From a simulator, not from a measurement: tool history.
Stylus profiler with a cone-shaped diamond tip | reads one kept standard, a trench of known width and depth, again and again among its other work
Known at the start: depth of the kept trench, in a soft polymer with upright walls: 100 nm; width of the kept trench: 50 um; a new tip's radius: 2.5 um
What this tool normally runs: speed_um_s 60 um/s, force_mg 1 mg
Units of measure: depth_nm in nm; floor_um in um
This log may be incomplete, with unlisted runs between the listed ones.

| run | hour | speed_um_s | force_mg | depth_nm | floor_um |
|---|---|---|---|---|---|
| 1 | 0 | 60 | 1 | 100.28 | 48.11 |
| 2 | 18.6 | 60 | 1 | 100.28 | 48.14 |
| 3 | 32.2 | 60 | 0.9 | 100.27 | 48.1 |
| 4 | 44.6 | 60 | 1 | 100.3 | 48.1 |
|  | 46.1 | height scale calibrated on a step standard |
| 5 | 65.2 | 94 | 1 | 100.26 | 47.88 |
| 6 | 73.6 | 60 | 1 | 100.19 | 48.13 |
| 7 | 85.8 | 60 | 1 | 100.23 | 48.15 |
| 8 | 102.2 | 78 | 2.37 | 100.59 | 48.16 |
|  | 109.5 | height scale calibrated on a step standard, once more |
| 9 | 119.9 | 78 | 1.35 | 100.52 | 48.06 |
| 10 | 130.5 | 16 | 2.8 | 100.88 | 48.39 |
| 11 | 147.3 | 91 | 2.1 | 100.74 | 48.05 |
| 12 | 166.7 | 91 | 2.1 | 100.68 | 48.03 |
| 13 | 183.8 | 53 | 2.13 | 100.67 | 48.14 |
| 14 | 202.8 | 60 | 2.82 | 100.89 | 48.26 |

Alternative continuations, all from the tool just after run 14; predict every row:
| A | 216.1 | 60 | 1.24 | ? | ? |
| B | 216.1 | 119 | 1.45 | ? | ? |
| C | 216.1 | 60 | 0.48 | ? | ? |

| run | depth_nm | floor_um |
|---|---|---|
| A | 100.52 | 48.11 |
| B | 100.51 | 47.83 |
| C | 100.24 | 47.91 |
The same runs, with their run-to-run variation unchanged, on a tool lacking any hidden condition would have given:
| run | depth_nm | floor_um |
|---|---|---|
| A | 100.56 | 48.32 |
| B | 100.56 | 48.04 |
| C | 100.29 | 48.13 |
